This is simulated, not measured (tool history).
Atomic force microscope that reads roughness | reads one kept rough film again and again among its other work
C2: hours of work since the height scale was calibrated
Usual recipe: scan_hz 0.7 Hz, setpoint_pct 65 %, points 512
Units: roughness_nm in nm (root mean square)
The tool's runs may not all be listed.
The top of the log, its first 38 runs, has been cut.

run 39 hour=1728.2 | scan_hz=2.451 setpoint_pct=81 points=699 | pictures_with_this_tip=63 C2=962 | roughness_nm=1.809
run 40 hour=1763.6 | scan_hz=1.674 setpoint_pct=75 points=699 | pictures_with_this_tip=94 C2=982 | roughness_nm=2.036
-- hour=1771.2 new tip fitted
run 41 hour=1801 | scan_hz=1.674 setpoint_pct=75 points=699 | pictures_with_this_tip=25 C2=1002 | roughness_nm=2.066
run 42 hour=1854.2 | scan_hz=0.7 setpoint_pct=65 points=480 | pictures_with_this_tip=71 C2=1032 | roughness_nm=2.265
-- hour=1887.9 new tip fitted
run 43 hour=1906.9 | scan_hz=0.508 setpoint_pct=77 points=331 | pictures_with_this_tip=16 C2=1061 | roughness_nm=2.252
run 44 hour=1956.3 | scan_hz=1.276 setpoint_pct=65 points=256 | pictures_with_this_tip=58 C2=1088 | roughness_nm=2.198
run 45 hour=1985.3 | scan_hz=1.063 setpoint_pct=89 points=852 | pictures_with_this_tip=83 C2=1104 | roughness_nm=1.976
-- hour=2001.9 new tip fitted
run 46 hour=2027.3 | scan_hz=0.7 setpoint_pct=76 points=512 | pictures_with_this_tip=22 C2=1128 | roughness_nm=2.228
run 47 hour=2091.9 | scan_hz=1.654 setpoint_pct=76 points=512 | pictures_with_this_tip=78 C2=1163 | roughness_nm=2.046
-- hour=2118.6 new tip fitted
run 48 hour=2126.3 | scan_hz=2.846 setpoint_pct=61 points=512 | pictures_with_this_tip=7 C2=1182 | roughness_nm=2.15
run 49 hour=2162.4 | scan_hz=0.7 setpoint_pct=81 points=512 | pictures_with_this_tip=38 C2=1202 | roughness_nm=2.187
run 50 hour=2199.4 | scan_hz=2.865 setpoint_pct=63 points=512 | pictures_with_this_tip=70 C2=1223 | roughness_nm=2.095
-- hour=2232.1 new tip fitted
run 51 hour=2237.3 | scan_hz=2.865 setpoint_pct=63 points=512 | pictures_with_this_tip=5 C2=1244 | roughness_nm=2.119

Branching from run 51: 4 alternative next runs. What would each branch give?
run A hour=2271.6 | scan_hz=2.865 setpoint_pct=57 points=622 | pictures_with_this_tip=34 C2=1263 | roughness_nm=?
run B hour=2271.6 | scan_hz=3.128 setpoint_pct=76 points=503 | pictures_with_this_tip=34 C2=1263 | roughness_nm=?
run C hour=2271.6 | scan_hz=0.7 setpoint_pct=65 points=300 | pictures_with_this_tip=34 C2=1263 | roughness_nm=?
run D hour=2271.6 | scan_hz=0.75 setpoint_pct=67 points=460 | pictures_with_this_tip=34 C2=1263 | roughness_nm=?

run=A roughness_nm=2.181
run=B roughness_nm=1.841
run=C roughness_nm=2.288
run=D roughness_nm=2.273
Had the tool no hidden state, the same runs would have come out as:
run=A roughness_nm=2.161
run=B roughness_nm=1.824
run=C roughness_nm=2.267
run=D roughness_nm=2.251
